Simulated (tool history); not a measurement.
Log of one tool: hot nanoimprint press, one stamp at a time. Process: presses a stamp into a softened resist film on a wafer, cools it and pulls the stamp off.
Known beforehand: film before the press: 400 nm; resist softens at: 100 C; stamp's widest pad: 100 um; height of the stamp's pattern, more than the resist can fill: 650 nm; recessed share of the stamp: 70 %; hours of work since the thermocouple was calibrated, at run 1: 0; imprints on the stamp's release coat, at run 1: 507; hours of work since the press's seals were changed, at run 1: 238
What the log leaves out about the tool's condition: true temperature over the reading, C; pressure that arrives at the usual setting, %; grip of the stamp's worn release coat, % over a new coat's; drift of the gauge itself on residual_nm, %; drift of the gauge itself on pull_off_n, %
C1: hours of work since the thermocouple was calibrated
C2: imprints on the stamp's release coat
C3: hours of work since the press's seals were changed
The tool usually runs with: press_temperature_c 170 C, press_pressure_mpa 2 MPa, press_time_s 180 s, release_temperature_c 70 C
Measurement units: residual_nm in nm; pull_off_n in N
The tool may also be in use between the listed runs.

{"run": 1, "hour": 0.0, "press_temperature_c": 170, "press_pressure_mpa": 2, "press_time_s": 180, "release_temperature_c": 70, "C1": 0, "C2": 507, "C3": 238, "residual_nm": 240.2, "pull_off_n": 178}
{"run": 2, "hour": 7.1, "press_temperature_c": 170, "press_pressure_mpa": 2, "press_time_s": 175, "release_temperature_c": 70, "C1": 5, "C2": 550, "C3": 243, "residual_nm": 238.8, "pull_off_n": 180}
{"run": 3, "hour": 20.2, "press_temperature_c": 170, "press_pressure_mpa": 2, "press_time_s": 175, "release_temperature_c": 70, "C1": 15, "C2": 629, "C3": 253, "residual_nm": 238, "pull_off_n": 180}
{"run": 4, "hour": 30.8, "press_temperature_c": 170, "press_pressure_mpa": 2, "press_time_s": 180, "release_temperature_c": 70, "C1": 24, "C2": 693, "C3": 261, "residual_nm": 239.3, "pull_off_n": 181}
{"run": 5, "hour": 38.7, "press_temperature_c": 170, "press_pressure_mpa": 2, "press_time_s": 180, "release_temperature_c": 70, "C1": 30, "C2": 741, "C3": 267, "residual_nm": 240.3, "pull_off_n": 180}
{"run": 6, "hour": 49.3, "press_temperature_c": 170, "press_pressure_mpa": 2.06, "press_time_s": 180, "release_temperature_c": 70, "C1": 38, "C2": 804, "C3": 275, "residual_nm": 234.6, "pull_off_n": 179}
{"run": 7, "hour": 56.3, "press_temperature_c": 170, "press_pressure_mpa": 2, "press_time_s": 180, "release_temperature_c": 70, "C1": 43, "C2": 846, "C3": 281, "residual_nm": 240.8, "pull_off_n": 183}
{"hour": 66.9, "done": "stamp cleaned and given a new release coat"}
{"run": 8, "hour": 76.3, "press_temperature_c": 170, "press_pressure_mpa": 2, "press_time_s": 128, "release_temperature_c": 70, "C1": 54, "C2": 56, "C3": 291, "residual_nm": 260.4, "pull_off_n": 165}
{"run": 9, "hour": 89.6, "press_temperature_c": 170, "press_pressure_mpa": 2, "press_time_s": 180, "release_temperature_c": 65, "C1": 64, "C2": 136, "C3": 302, "residual_nm": 240.1, "pull_off_n": 173}
{"run": 10, "hour": 101.5, "press_temperature_c": 170, "press_pressure_mpa": 2, "press_time_s": 180, "release_temperature_c": 70, "C1": 73, "C2": 208, "C3": 311, "residual_nm": 239.3, "pull_off_n": 171}
{"run": 11, "hour": 108.2, "press_temperature_c": 170, "press_pressure_mpa": 2, "press_time_s": 180, "release_temperature_c": 70, "C1": 78, "C2": 248, "C3": 316, "residual_nm": 240.9, "pull_off_n": 171}
{"run": 12, "hour": 120.9, "press_temperature_c": 170, "press_pressure_mpa": 2, "press_time_s": 180, "release_temperature_c": 70, "C1": 88, "C2": 324, "C3": 325, "residual_nm": 244.2, "pull_off_n": 176}
{"run": 13, "hour": 127.7, "press_temperature_c": 170, "press_pressure_mpa": 2, "press_time_s": 180, "release_temperature_c": 70, "C1": 93, "C2": 365, "C3": 331, "residual_nm": 240.7, "pull_off_n": 174}
{"run": 14, "hour": 135.8, "press_temperature_c": 170, "press_pressure_mpa": 2, "press_time_s": 180, "release_temperature_c": 56, "C1": 99, "C2": 414, "C3": 337, "residual_nm": 242.7, "pull_off_n": 199}
{"run": 15, "hour": 142.0, "press_temperature_c": 170, "press_pressure_mpa": 2, "press_time_s": 180, "release_temperature_c": 72, "C1": 104, "C2": 452, "C3": 342, "residual_nm": 241.9, "pull_off_n": 170}
{"run": 16, "hour": 150.0, "press_temperature_c": 170, "press_pressure_mpa": 2, "press_time_s": 92, "release_temperature_c": 56, "C1": 110, "C2": 499, "C3": 348, "residual_nm": 284.9, "pull_off_n": 204}
{"run": 17, "hour": 162.4, "press_temperature_c": 179, "press_pressure_mpa": 2, "press_time_s": 180, "release_temperature_c": 70, "C1": 120, "C2": 574, "C3": 357, "residual_nm": 191.1, "pull_off_n": 180}
{"hour": 166.2, "done": "plate thermocouple calibrated"}
{"run": 18, "hour": 176.5, "press_temperature_c": 179, "press_pressure_mpa": 1.5, "press_time_s": 180, "release_temperature_c": 72, "C1": 8, "C2": 641, "C3": 366, "residual_nm": 222.3, "pull_off_n": 179}
{"run": 19, "hour": 184.2, "press_temperature_c": 170, "press_pressure_mpa": 1.44, "press_time_s": 180, "release_temperature_c": 61, "C1": 14, "C2": 687, "C3": 372, "residual_nm": 280.8, "pull_off_n": 198}
{"run": 20, "hour": 192.1, "press_temperature_c": 170, "press_pressure_mpa": 1.44, "press_time_s": 180, "release_temperature_c": 61, "C1": 20, "C2": 734, "C3": 378, "residual_nm": 280.7, "pull_off_n": 201}
{"run": 21, "hour": 197.9, "press_temperature_c": 163, "press_pressure_mpa": 1.44, "press_time_s": 180, "release_temperature_c": 61, "C1": 24, "C2": 769, "C3": 382, "residual_nm": 325.2, "pull_off_n": 199}
{"run": 22, "hour": 207.6, "press_temperature_c": 175, "press_pressure_mpa": 2.22, "press_time_s": 243, "release_temperature_c": 67, "C1": 32, "C2": 828, "C3": 390, "residual_nm": 183.5, "pull_off_n": 188}
{"hour": 221.9, "done": "stamp cleaned and given a new release coat"}
{"hour": 226.6, "done": "plate thermocouple calibrated, once more"}
{"run": 23, "hour": 230.6, "press_temperature_c": 175, "press_pressure_mpa": 2.22, "press_time_s": 243, "release_temperature_c": 67, "C1": 3, "C2": 34, "C3": 400, "residual_nm": 179.6, "pull_off_n": 168}
{"run": 24, "hour": 242.9, "press_temperature_c": 175, "press_pressure_mpa": 2.22, "press_time_s": 243, "release_temperature_c": 67, "C1": 12, "C2": 108, "C3": 410, "residual_nm": 178.8, "pull_off_n": 171}
{"run": 25, "hour": 255.9, "press_temperature_c": 177, "press_pressure_mpa": 1.84, "press_time_s": 96, "release_temperature_c": 67, "C1": 22, "C2": 186, "C3": 420, "residual_nm": 246.3, "pull_off_n": 174}
{"run": 26, "hour": 266.5, "press_temperature_c": 168, "press_pressure_mpa": 2, "press_time_s": 180, "release_temperature_c": 56, "C1": 31, "C2": 250, "C3": 428, "residual_nm": 252.7, "pull_off_n": 193}

The next listed run, before its measurement:
{"run": 27, "hour": 279.9, "press_temperature_c": 166, "press_pressure_mpa": 1.63, "press_time_s": 116, "release_temperature_c": 68, "C1": 41, "C2": 330, "C3": 438, "residual_nm": "?", "pull_off_n": "?"}

residual_nm: 310.6 nm
pull_off_n: 175 N
The same run, on a tool lacking any hidden state, would have yielded residual_nm 308.2 nm, pull_off_n 168 N.
